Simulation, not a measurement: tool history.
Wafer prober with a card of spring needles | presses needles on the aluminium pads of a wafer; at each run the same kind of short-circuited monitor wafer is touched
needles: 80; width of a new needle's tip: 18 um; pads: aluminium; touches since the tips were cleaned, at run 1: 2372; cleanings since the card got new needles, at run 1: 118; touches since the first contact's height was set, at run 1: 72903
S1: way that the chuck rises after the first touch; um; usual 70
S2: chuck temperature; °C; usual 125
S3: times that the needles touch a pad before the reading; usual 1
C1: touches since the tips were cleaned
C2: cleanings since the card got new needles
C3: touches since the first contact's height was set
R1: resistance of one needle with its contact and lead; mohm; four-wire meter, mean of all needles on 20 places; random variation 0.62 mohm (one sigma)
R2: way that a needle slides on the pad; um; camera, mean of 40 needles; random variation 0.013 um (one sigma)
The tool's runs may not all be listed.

run 1 hour=0 | S1=70 S2=125 S3=1 | C1=2372 C2=118 C3=72903 | R1=249.4 R2=18.3
-- hour=10.2 tips cleaned on abrasive film
-- hour=35.3 tips cleaned on abrasive film
-- hour=61.1 tips cleaned on abrasive film
run 2 hour=71 | S1=70 S2=125 S3=1 | C1=1817 C2=121 C3=85906 | R1=248.9 R2=18.29
-- hour=87.8 tips cleaned on abrasive film
-- hour=113.5 tips cleaned on abrasive film
-- hour=123.5 height of the first contact set anew
-- hour=139.5 tips cleaned on abrasive film
run 3 hour=152 | S1=70 S2=125 S3=1 | C1=2311 C2=124 C3=5221 | R1=250.1 R2=18.29
-- hour=163.6 tips cleaned on abrasive film
-- hour=187 tips cleaned on abrasive film
-- hour=213.6 tips cleaned on abrasive film
run 4 hour=225.3 | S1=70 S2=125 S3=1 | C1=2140 C2=127 C3=18631 | R1=250.3 R2=18.28
-- hour=236.8 tips cleaned on abrasive film
-- hour=265.2 tips cleaned on abrasive film
-- hour=290.7 tips cleaned on abrasive film
run 5 hour=290.7 | S1=70 S2=125 S3=1 | C1=0 C2=130 C3=30612 | R1=249.7 R2=18.27
-- hour=317.6 tips cleaned on abrasive film
-- hour=341.5 tips cleaned on abrasive film
run 6 hour=346.6 | S1=70 S2=125 S3=1 | C1=934 C2=132 C3=40855 | R1=249.8 R2=18.28
-- hour=368.6 tips cleaned on abrasive film
-- hour=393.6 tips cleaned on abrasive film
-- hour=422.3 tips cleaned on abrasive film
run 7 hour=433.5 | S1=70 S2=29 S3=1 | C1=2070 C2=135 C3=56783 | R1=226.6 R2=18.26
-- hour=446 tips cleaned on abrasive film
-- hour=473.2 tips cleaned on abrasive film
run 8 hour=488.2 | S1=70 S2=29 S3=1 | C1=2759 C2=137 C3=66794 | R1=226.9 R2=18.28
-- hour=499.3 tips cleaned on abrasive film
-- hour=525.9 tips cleaned on abrasive film
-- hour=549.7 tips cleaned on abrasive film
run 9 hour=553.2 | S1=70 S2=100 S3=1 | C1=652 C2=140 C3=78699 | R1=243.7 R2=18.3
-- hour=573.5 tips cleaned on abrasive film
run 10 hour=589.1 | S1=70 S2=100 S3=1 | C1=2873 C2=141 C3=85274 | R1=244.1 R2=18.3
-- hour=600.6 tips cleaned on abrasive film
-- hour=625.4 tips cleaned on abrasive film
-- hour=642.9 height of the first contact set anew
run 11 hour=646.7 | S1=70 S2=100 S3=1 | C1=3855 C2=143 C3=696 | R1=243.5 R2=18.28
-- hour=650.9 tips cleaned on abrasive film
-- hour=677.2 tips cleaned on abrasive film
run 12 hour=683.8 | S1=70 S2=100 S3=1 | C1=1223 C2=145 C3=7489 | R1=243.2 R2=18.31
-- hour=700.6 tips cleaned on abrasive film
-- hour=723.9 tips cleaned on abrasive film
run 13 hour=723.9 | S1=70 S2=33 S3=1 | C1=0 C2=147 C3=14817 | R1=227.3 R2=18.27
-- hour=746.9 tips cleaned on abrasive film
-- hour=769.9 tips cleaned on abrasive film
run 14 hour=776 | S1=70 S2=33 S3=1 | C1=1126 C2=149 C3=24365 | R1=227.1 R2=18.29
-- hour=797.2 tips cleaned on abrasive film
-- hour=824.3 tips cleaned on abrasive film
run 15 hour=841.9 | S1=52 S2=86 S3=3 | C1=3231 C2=151 C3=36448 | R1=243.9 R2=13.59
-- hour=847.8 tips cleaned on abrasive film
-- hour=871.1 tips cleaned on abrasive film
-- hour=896.4 tips cleaned on abrasive film
run 16 hour=913.9 | S1=69 S2=57 S3=3 | C1=3207 C2=154 C3=49622 | R1=232.5 R2=18.05
-- hour=924.6 tips cleaned on abrasive film
-- hour=949.6 tips cleaned on abrasive film
-- hour=974.9 tips cleaned on abrasive film
run 17 hour=982.9 | S1=70 S2=125 S3=2 | C1=1479 C2=157 C3=62268 | R1=250.9 R2=18.3
-- hour=1003.2 tips cleaned on abrasive film
-- hour=1026.2 tips cleaned on abrasive film
-- hour=1038.2 card fitted with new needles
-- hour=1064.3 tips cleaned on abrasive film
run 18 hour=1079.6 | S1=73 S2=125 S3=2 | C1=2830 C2=1 C3=7594 | R1=248 R2=19.07
-- hour=1089.2 tips cleaned on abrasive film
-- hour=1116.1 tips cleaned on abrasive film
-- hour=1139.1 tips cleaned on abrasive film
run 19 hour=1141.3 | S1=73 S2=125 S3=2 | C1=402 C2=4 C3=18867 | R1=249.6 R2=19.08
-- hour=1167 tips cleaned on abrasive film
-- hour=1195.1 tips cleaned on abrasive film
run 20 hour=1217.3 | S1=77 S2=38 S3=2 | C1=4072 C2=6 C3=32807 | R1=228.5 R2=20.12
-- hour=1221.4 tips cleaned on abrasive film
-- hour=1247.9 tips cleaned on abrasive film
run 21 hour=1257 | S1=77 S2=88 S3=1 | C1=1678 C2=8 C3=40076 | R1=241 R2=20.09
-- hour=1274.2 tips cleaned on abrasive film
-- hour=1298.7 tips cleaned on abrasive film
-- hour=1324.4 tips cleaned on abrasive film
run 22 hour=1341.5 | S1=52 S2=36 S3=1 | C1=3147 C2=11 C3=55558 | R1=231.3 R2=13.58
-- hour=1352.5 tips cleaned on abrasive film
-- hour=1376.4 tips cleaned on abrasive film
-- hour=1401.3 tips cleaned on abrasive film
run 23 hour=1401.3 | S1=62 S2=52 S3=1 | C1=0 C2=14 C3=66493 | R1=232.9 R2=16.19
-- hour=1426.6 tips cleaned on abrasive film
-- hour=1453.5 tips cleaned on abrasive film
run 24 hour=1460.1 | S1=84 S2=25 S3=2 | C1=1207 C2=16 C3=77265 | R1=224.5 R2=21.94
-- hour=1480.9 tips cleaned on abrasive film
-- hour=1503.9 tips cleaned on abrasive film
run 25 hour=1518.4 | S1=84 S2=44 S3=2 | C1=2681 C2=18 C3=87966 | R1=230.1 R2=21.94
-- hour=1528.9 tips cleaned on abrasive film
-- hour=1554 tips cleaned on abrasive film
-- hour=1558.8 height of the first contact set anew
run 26 hour=1571.3 | S1=70 S2=30 S3=1 | C1=3127 C2=20 C3=2290 | R1=227 R2=18.29

Forecast each of these 5 alternatives for the next run:
-- hour=1581.4 tips cleaned on abrasive film
-- hour=1607 tips cleaned on abrasive film
-- hour=1633.2 tips cleaned on abrasive film
run A hour=1633.2 | S1=66 S2=35 S3=1 | C1=0 C2=23 C3=13619 | R1=? R2=?
-- hour=1581.4 tips cleaned on abrasive film
-- hour=1607 tips cleaned on abrasive film
-- hour=1633.2 tips cleaned on abrasive film
run B hour=1633.2 | S1=70 S2=48 S3=1 | C1=0 C2=23 C3=13619 | R1=? R2=?
-- hour=1581.4 tips cleaned on abrasive film
-- hour=1607 tips cleaned on abrasive film
-- hour=1633.2 tips cleaned on abrasive film
run C hour=1633.2 | S1=70 S2=125 S3=2 | C1=0 C2=23 C3=13619 | R1=? R2=?
-- hour=1581.4 tips cleaned on abrasive film
-- hour=1607 tips cleaned on abrasive film
-- hour=1633.2 tips cleaned on abrasive film
run D hour=1633.2 | S1=69 S2=125 S3=2 | C1=0 C2=23 C3=13619 | R1=? R2=?
-- hour=1581.4 tips cleaned on abrasive film
-- hour=1607 tips cleaned on abrasive film
-- hour=1633.2 tips cleaned on abrasive film
run E hour=1633.2 | S1=62 S2=70 S3=2 | C1=0 C2=23 C3=13619 | R1=? R2=?

run=A R1=228.7 R2=17.24
run=B R1=231 R2=18.28
run=C R1=248.9 R2=18.3
run=D R1=249.7 R2=18.01
run=E R1=237 R2=16.21
Without the tool's hidden state the same runs would have given:
run=A R1=228.6 R2=17.24
run=B R1=231 R2=18.28
run=C R1=248.9 R2=18.3
run=D R1=249.7 R2=18.01
run=E R1=237 R2=16.21

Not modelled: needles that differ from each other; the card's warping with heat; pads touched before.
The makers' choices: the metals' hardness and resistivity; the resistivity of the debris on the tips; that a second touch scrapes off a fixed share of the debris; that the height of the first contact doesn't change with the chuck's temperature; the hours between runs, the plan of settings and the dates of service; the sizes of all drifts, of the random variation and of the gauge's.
